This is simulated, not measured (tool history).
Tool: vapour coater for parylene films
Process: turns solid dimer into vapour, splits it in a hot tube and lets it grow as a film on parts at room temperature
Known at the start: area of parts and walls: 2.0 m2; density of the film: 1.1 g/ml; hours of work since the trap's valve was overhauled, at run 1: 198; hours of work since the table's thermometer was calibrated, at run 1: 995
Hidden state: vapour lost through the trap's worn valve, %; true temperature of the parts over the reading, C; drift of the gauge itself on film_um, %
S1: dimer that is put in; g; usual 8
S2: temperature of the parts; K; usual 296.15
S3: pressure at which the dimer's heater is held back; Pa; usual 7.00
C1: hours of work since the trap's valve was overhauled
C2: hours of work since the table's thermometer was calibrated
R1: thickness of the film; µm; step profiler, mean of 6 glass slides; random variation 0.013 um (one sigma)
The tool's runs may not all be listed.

run 1 hour=0.0 | S1=8 S2=296.15 S3=7.00 | C1=198 C2=995 | R1=1.86
run 2 hour=49.6 | S1=8 S2=296.15 S3=7.00 | C1=232 C2=1028 | R1=1.82
run 3 hour=90.6 | S1=8 S2=296.15 S3=7.00 | C1=260 C2=1056 | R1=1.86
run 4 hour=124.9 | S1=8 S2=304.15 S3=7.00 | C1=283 C2=1079 | R1=1.34
run 5 hour=176.3 | S1=8 S2=296.15 S3=7.00 | C1=317 C2=1114 | R1=1.84
run 6 hour=201.3 | S1=8 S2=296.15 S3=7.00 | C1=334 C2=1131 | R1=1.81
-- hour=218.2 trap's valve overhauled
run 7 hour=259.5 | S1=8 S2=292.15 S3=7.00 | C1=28 C2=1167 | R1=2.14
run 8 hour=305.2 | S1=8 S2=292.15 S3=7.00 | C1=59 C2=1198 | R1=2.12
run 9 hour=344.6 | S1=8 S2=292.15 S3=7.00 | C1=85 C2=1225 | R1=2.11
run 10 hour=372.5 | S1=8 S2=292.15 S3=7.00 | C1=104 C2=1243 | R1=2.14
run 11 hour=416.2 | S1=9 S2=292.15 S3=11.44 | C1=133 C2=1273 | R1=2.16
run 12 hour=468.7 | S1=9 S2=292.15 S3=11.44 | C1=169 C2=1308 | R1=2.16
run 13 hour=506.4 | S1=12 S2=290.15 S3=4.21 | C1=194 C2=1334 | R1=3.90
run 14 hour=558.5 | S1=12 S2=290.15 S3=4.21 | C1=229 C2=1369 | R1=3.84
run 15 hour=610.6 | S1=9 S2=293.15 S3=4.25 | C1=265 C2=1404 | R1=2.59
run 16 hour=636.2 | S1=9 S2=293.15 S3=4.25 | C1=282 C2=1421 | R1=2.60
run 17 hour=664.2 | S1=7 S2=289.15 S3=9.59 | C1=301 C2=1440 | R1=1.94
run 18 hour=687.2 | S1=4 S2=289.15 S3=7.20 | C1=316 C2=1456 | R1=1.19
-- hour=729.9 trap's valve overhauled
run 19 hour=739.8 | S1=14 S2=290.15 S3=7.00 | C1=7 C2=1489 | R1=4.05
run 20 hour=787.6 | S1=5 S2=296.15 S3=7.00 | C1=39 C2=1521 | R1=1.15

Forecast each of these 4 alternatives for the next run:
run A hour=811.1 | S1=5 S2=301.15 S3=8.03 | C1=55 C2=1537 | R1=?
run B hour=811.1 | S1=5 S2=300.15 S3=3.92 | C1=55 C2=1537 | R1=?
run C hour=811.1 | S1=5 S2=298.15 S3=5.10 | C1=55 C2=1537 | R1=?
run D hour=811.1 | S1=7 S2=296.15 S3=9.48 | C1=55 C2=1537 | R1=?

run=A R1=0.92
run=B R1=1.12
run=C R1=1.13
run=D R1=1.50
Without the tool's hidden state the same runs would have given:
run=A R1=0.92
run=B R1=1.12
run=C R1=1.13
run=D R1=1.50
